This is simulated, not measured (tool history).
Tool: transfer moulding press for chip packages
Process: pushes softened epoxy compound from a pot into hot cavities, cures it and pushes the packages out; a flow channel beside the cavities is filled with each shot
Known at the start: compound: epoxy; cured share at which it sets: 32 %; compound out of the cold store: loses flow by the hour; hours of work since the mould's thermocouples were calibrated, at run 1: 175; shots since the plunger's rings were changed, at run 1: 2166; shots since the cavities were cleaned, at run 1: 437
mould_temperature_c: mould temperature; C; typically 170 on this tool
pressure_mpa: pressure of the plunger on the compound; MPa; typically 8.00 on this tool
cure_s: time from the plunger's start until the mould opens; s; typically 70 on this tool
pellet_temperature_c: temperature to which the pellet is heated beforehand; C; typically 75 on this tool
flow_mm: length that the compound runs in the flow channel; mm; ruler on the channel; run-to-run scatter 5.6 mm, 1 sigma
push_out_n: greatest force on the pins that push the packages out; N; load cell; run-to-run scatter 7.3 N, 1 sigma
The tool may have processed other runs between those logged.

run,day,mould_temperature_c,pressure_mpa,cure_s,pellet_temperature_c,hours of work since the mould's thermocouples were calibrated,shots since the plunger's rings were changed,shots since the cavities were cleaned,incoming compound's hours out of the cold store,flow_mm,push_out_n
1,0.000,170,8.00,70,75,175,2166,437,44.8,468,455
2,0.317,165,8.00,70,75,179,2243,514,24.1,537,611
3,0.529,170,7.19,70,75,181,2295,566,17.3,529,506
4,0.888,170,7.19,70,75,185,2382,653,18.1,520,515
5,1.179,170,8.83,70,75,188,2452,723,26.4,558,533
6,1.496,170,8.83,70,75,192,2530,801,13.0,595,540
# day 1.804: cavities cleaned with cleaning compound and waxed
7,1.812,170,8.00,70,68,194,2591,2,25.7,527,308
8,2.096,170,8.00,70,68,197,2660,71,29.2,502,340
9,2.362,170,8.00,70,68,200,2725,136,9.5,580,366
10,2.838,164,8.00,70,75,205,2840,251,14.9,582,545
11,3.312,164,8.00,70,75,210,2956,367,28.8,524,577
12,3.642,170,8.00,70,75,214,3036,447,44.7,468,463
13,3.917,170,8.00,70,75,217,3102,513,31.7,505,493
14,4.308,170,7.32,70,75,221,3197,608,11.6,537,516
15,4.654,170,7.32,70,75,225,3281,692,43.3,441,524
16,4.975,170,9.32,70,75,228,3359,770,34.5,532,546
# day 5.412: cavities cleaned with cleaning compound and waxed
17,5.458,170,9.32,70,75,233,3461,11,14.8,599,322
# day 5.983: plunger's sealing rings changed
18,5.983,171,8.00,70,75,238,0,114,10.8,593,359
19,6.242,170,7.28,70,73,240,62,176,9.3,579,395
20,6.692,170,7.28,70,73,245,171,285,34.8,490,415
21,7.058,170,7.28,70,73,249,261,375,30.4,514,451
22,7.396,170,7.56,70,75,253,342,456,22.3,543,495
23,7.646,170,8.66,79,71,255,403,517,17.0,603,471
24,7.929,170,8.66,79,71,259,472,586,21.0,584,482
25,8.262,170,9.52,70,78,262,553,667,42.1,530,518
26,8.692,170,9.52,70,78,267,657,771,13.1,636,550
# day 9.138: cavities cleaned with cleaning compound and waxed
27,9.233,168,9.66,71,78,272,774,24,38.2,561,328
28,9.596,170,8.00,55,74,276,861,111,39.5,497,462
29,9.938,178,8.00,73,71,280,945,195,38.6,482,349

Alternative continuations, all from the tool just after run 29; predict every row:
A,10.379,177,8.00,57,71,284,1051,301,10.7,?,?
B,10.379,175,8.00,73,71,284,1051,301,40.6,?,?
C,10.379,175,8.00,73,71,284,1051,301,45.5,?,?

run,flow_mm,push_out_n
A,567,415
B,488,394
C,472,382
What these runs would have given with no unlogged condition in the tool:
run,flow_mm,push_out_n
A,579,297
B,498,281
C,482,271
